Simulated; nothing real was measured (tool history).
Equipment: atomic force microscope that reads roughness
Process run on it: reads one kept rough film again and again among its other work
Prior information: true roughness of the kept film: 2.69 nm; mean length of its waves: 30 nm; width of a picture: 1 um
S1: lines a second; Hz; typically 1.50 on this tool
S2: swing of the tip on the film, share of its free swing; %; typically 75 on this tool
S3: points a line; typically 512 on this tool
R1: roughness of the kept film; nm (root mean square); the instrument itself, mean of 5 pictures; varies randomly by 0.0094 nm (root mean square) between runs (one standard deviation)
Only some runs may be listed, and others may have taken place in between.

Run 1, hour 0.0: usual settings. Result: R1 2.128 nm (root mean square).
Run 2, hour 14.9: usual settings but S1 0.59 Hz. Result: R1 2.292 nm (root mean square).
Run 3, hour 27.5: usual settings. Result: R1 2.145 nm (root mean square).
Run 4, hour 38.6: usual settings. Result: R1 2.139 nm (root mean square).
Run 5, hour 54.9: usual settings. Result: R1 2.126 nm (root mean square).
Run 6, hour 67.6: usual settings. Result: R1 2.132 nm (root mean square).
Run 7, hour 81.9: usual settings but S3 283. Result: R1 2.124 nm (root mean square).
Run 8, hour 98.6: usual settings but S3 999. Result: R1 2.153 nm (root mean square).
Run 9, hour 109.0: usual settings. Result: R1 2.123 nm (root mean square).
Run 10, hour 119.5: usual settings but S1 2.67 Hz. Result: R1 1.974 nm (root mean square).
Run 11, hour 137.0: usual settings but S1 2.67 Hz. Result: R1 1.968 nm (root mean square).
Run 12, hour 151.9: usual settings but S1 3.73 Hz, S2 56 %, S3 646. Result: R1 2.195 nm (root mean square).
Run 13, hour 163.5: usual settings but S1 3.73 Hz, S2 56 %, S3 753. Result: R1 2.185 nm (root mean square).
Run 14, hour 180.4: usual settings but S1 3.73 Hz, S2 56 %, S3 753. Result: R1 2.198 nm (root mean square).
Run 15, hour 196.0: usual settings but S1 3.73 Hz, S2 71 %, S3 302. Result: R1 1.914 nm (root mean square).
Run 16, hour 206.8: usual settings but S1 3.73 Hz, S2 69 %, S3 304. Result: R1 1.946 nm (root mean square).
Run 17, hour 215.3: usual settings but S1 3.73 Hz, S2 69 %, S3 304. Result: R1 1.949 nm (root mean square).
Run 18, hour 229.2: usual settings but S1 2.11 Hz, S2 59 %, S3 427. Result: R1 2.243 nm (root mean square).
Run 19, hour 243.3: usual settings but S1 1.48 Hz, S2 84 %, S3 994. Result: R1 2.008 nm (root mean square).
At hour 252.2: new tip fitted.
Run 20, hour 257.8: usual settings but S1 0.85 Hz, S2 84 %, S3 917. Result: R1 2.182 nm (root mean square).
Run 21, hour 269.0: usual settings but S1 0.85 Hz, S2 58 %, S3 954. Result: R1 2.358 nm (root mean square).

5 options for the next run, each taken on its own from the tool as it stands now. Forecast them:
Run A, hour 281.8: usual settings but S1 0.63 Hz, S2 79 %, S3 524. Result: R1 ?.
Run B, hour 281.8: usual settings but S1 2.65 Hz, S2 87 %, S3 528. Result: R1 ?.
Run C, hour 281.8: usual settings but S1 0.85 Hz, S2 78 %, S3 954. Result: R1 ?.
Run D, hour 281.8: usual settings but S1 0.85 Hz, S2 58 %, S3 304. Result: R1 ?.
Run E, hour 281.8: usual settings but S3 373. Result: R1 ?.

run     R1
  A  2.242
  B  1.718
  C  2.220
  D  2.328
  E  2.131
With no hidden state in the tool, these same runs would have given:
run     R1
  A  2.243
  B  1.719
  C  2.221
  D  2.328
  E  2.132
